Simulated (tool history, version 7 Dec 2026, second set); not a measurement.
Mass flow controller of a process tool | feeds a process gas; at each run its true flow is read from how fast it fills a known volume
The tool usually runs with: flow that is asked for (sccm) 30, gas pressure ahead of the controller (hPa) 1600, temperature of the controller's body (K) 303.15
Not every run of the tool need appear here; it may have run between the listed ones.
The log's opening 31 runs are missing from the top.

run    hour  flow that is asked for (sccm)  gas pressure ahead of the controller (hPa)  temperature of the controller's body (K)  true flow (%)
 32  3321.3                             30                                        1470                                    304.15          95.95
 33  3448.4                             30                                        1470                                    304.15          95.87
 34  3581.3                             17                                        1540                                    297.15          92.89
 35  3668.9                             17                                        1540                                    297.15          92.58
 36  3759.6                             13                                        1440                                    313.15          92.68
 37  3816.8                              6                                        2050                                    303.15          85.35
 38  3892.2                              8                                        1600                                    303.15          88.08
 39  3997.6                              9                                        1600                                    300.15          88.72
 40  4106.0                             35                                        2650                                    301.15          96.29
 41  4210.6                             35                                        2650                                    301.15          96.32
 42  4335.1                             35                                        2430                                    310.15          96.97
 43  4416.2                             14                                        2080                                    308.15          92.38
 44  4550.9                             16                                        2450                                    303.15          92.73
     4605.4  -- controller's zero set anew
 45  4677.9                             30                                        1920                                    300.15          97.56
 46  4742.6                             30                                        2070                                    306.15          98.26
 47  4851.4                             30                                        2070                                    306.15          98.16

Each row is a separate what-if for the run after 47, all from the same tool condition, not one after another. Results?
  A  4930.4                             18                                        2540                                    306.15              ?
  B  4930.4                             17                                        1750                                    303.15              ?
  C  4930.4                              5                                        1690                                    306.15              ?
  D  4930.4                             26                                        2560                                    298.15              ?
  E  4930.4                             30                                        2030                                    306.15              ?

run  true flow (%)
  A          97.43
  B          96.90
  C          96.06
  D          97.38
  E          98.11
With the hidden condition removed and each run's random variation left untouched, the same runs would have given:
run  true flow (%)
  A          99.19
  B          98.68
  C          98.38
  D          99.07
  E          99.78
